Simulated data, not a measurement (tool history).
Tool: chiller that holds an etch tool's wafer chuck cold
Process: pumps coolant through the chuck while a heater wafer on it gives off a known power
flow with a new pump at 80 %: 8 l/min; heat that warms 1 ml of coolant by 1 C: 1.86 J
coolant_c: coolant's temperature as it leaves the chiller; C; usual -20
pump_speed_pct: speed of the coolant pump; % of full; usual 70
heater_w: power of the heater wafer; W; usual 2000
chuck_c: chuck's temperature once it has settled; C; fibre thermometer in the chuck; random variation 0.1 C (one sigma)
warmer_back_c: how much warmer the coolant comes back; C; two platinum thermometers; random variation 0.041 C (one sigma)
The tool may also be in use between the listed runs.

{"run": 1, "day": 0.0, "coolant_c": -20, "pump_speed_pct": 70, "heater_w": 2000, "chuck_c": -1.9, "warmer_back_c": 9.46}
{"run": 2, "day": 2.346, "coolant_c": -20, "pump_speed_pct": 70, "heater_w": 2000, "chuck_c": -2.0, "warmer_back_c": 9.56}
{"run": 3, "day": 6.167, "coolant_c": -20, "pump_speed_pct": 70, "heater_w": 2000, "chuck_c": -1.9, "warmer_back_c": 9.53}
{"run": 4, "day": 9.738, "coolant_c": -20, "pump_speed_pct": 70, "heater_w": 2000, "chuck_c": -1.8, "warmer_back_c": 9.58}
{"run": 5, "day": 11.888, "coolant_c": -20, "pump_speed_pct": 70, "heater_w": 2000, "chuck_c": -1.9, "warmer_back_c": 9.57}
{"run": 6, "day": 13.821, "coolant_c": -20, "pump_speed_pct": 70, "heater_w": 2000, "chuck_c": -1.8, "warmer_back_c": 9.56}
{"run": 7, "day": 16.188, "coolant_c": -20, "pump_speed_pct": 70, "heater_w": 2000, "chuck_c": -1.7, "warmer_back_c": 9.57}
{"run": 8, "day": 20.846, "coolant_c": -20, "pump_speed_pct": 70, "heater_w": 2000, "chuck_c": -2.0, "warmer_back_c": 9.58}
{"run": 9, "day": 23.55, "coolant_c": -20, "pump_speed_pct": 70, "heater_w": 2000, "chuck_c": -1.8, "warmer_back_c": 9.65}
{"run": 10, "day": 26.058, "coolant_c": -20, "pump_speed_pct": 70, "heater_w": 2000, "chuck_c": -1.7, "warmer_back_c": 9.59}
{"day": 27.4, "done": "chiller's thermometer calibrated"}
{"run": 11, "day": 30.25, "coolant_c": -20, "pump_speed_pct": 70, "heater_w": 2000, "chuck_c": -1.4, "warmer_back_c": 9.65}
{"run": 12, "day": 32.717, "coolant_c": -14, "pump_speed_pct": 72, "heater_w": 2203, "chuck_c": 6.2, "warmer_back_c": 10.32}
{"run": 13, "day": 35.15, "coolant_c": -14, "pump_speed_pct": 72, "heater_w": 2203, "chuck_c": 6.3, "warmer_back_c": 10.32}
{"run": 14, "day": 39.392, "coolant_c": -23, "pump_speed_pct": 79, "heater_w": 2240, "chuck_c": -3.5, "warmer_back_c": 9.66}
{"run": 15, "day": 41.792, "coolant_c": -12, "pump_speed_pct": 78, "heater_w": 2000, "chuck_c": 5.6, "warmer_back_c": 8.63}
{"run": 16, "day": 44.467, "coolant_c": -12, "pump_speed_pct": 78, "heater_w": 2000, "chuck_c": 5.7, "warmer_back_c": 8.64}
{"run": 17, "day": 48.204, "coolant_c": -17, "pump_speed_pct": 76, "heater_w": 1182, "chuck_c": -6.0, "warmer_back_c": 5.26}
{"run": 18, "day": 52.912, "coolant_c": -20, "pump_speed_pct": 89, "heater_w": 1079, "chuck_c": -10.9, "warmer_back_c": 4.13}
{"day": 54.833, "done": "chiller's thermometer calibrated, once more"}
{"run": 19, "day": 55.721, "coolant_c": -12, "pump_speed_pct": 70, "heater_w": 2000, "chuck_c": 6.2, "warmer_back_c": 9.66}

3 ways to go on from here, each from the tool as it stands after run 19. What would each give?
{"run": "A", "day": 59.988, "coolant_c": -24, "pump_speed_pct": 72, "heater_w": 1058, "chuck_c": "?", "warmer_back_c": "?"}
{"run": "B", "day": 59.988, "coolant_c": -24, "pump_speed_pct": 67, "heater_w": 2000, "chuck_c": "?", "warmer_back_c": "?"}
{"run": "C", "day": 59.988, "coolant_c": -19, "pump_speed_pct": 86, "heater_w": 1493, "chuck_c": "?", "warmer_back_c": "?"}

run=A chuck_c=-14.5 warmer_back_c=4.95
run=B chuck_c=-5.2 warmer_back_c=10.07
run=C chuck_c=-6.9 warmer_back_c=5.91
Without the tool's hidden state the same runs would have given:
run=A chuck_c=-16.1 warmer_back_c=4.67
run=B chuck_c=-8.3 warmer_back_c=9.49
run=C chuck_c=-8.9 warmer_back_c=5.58

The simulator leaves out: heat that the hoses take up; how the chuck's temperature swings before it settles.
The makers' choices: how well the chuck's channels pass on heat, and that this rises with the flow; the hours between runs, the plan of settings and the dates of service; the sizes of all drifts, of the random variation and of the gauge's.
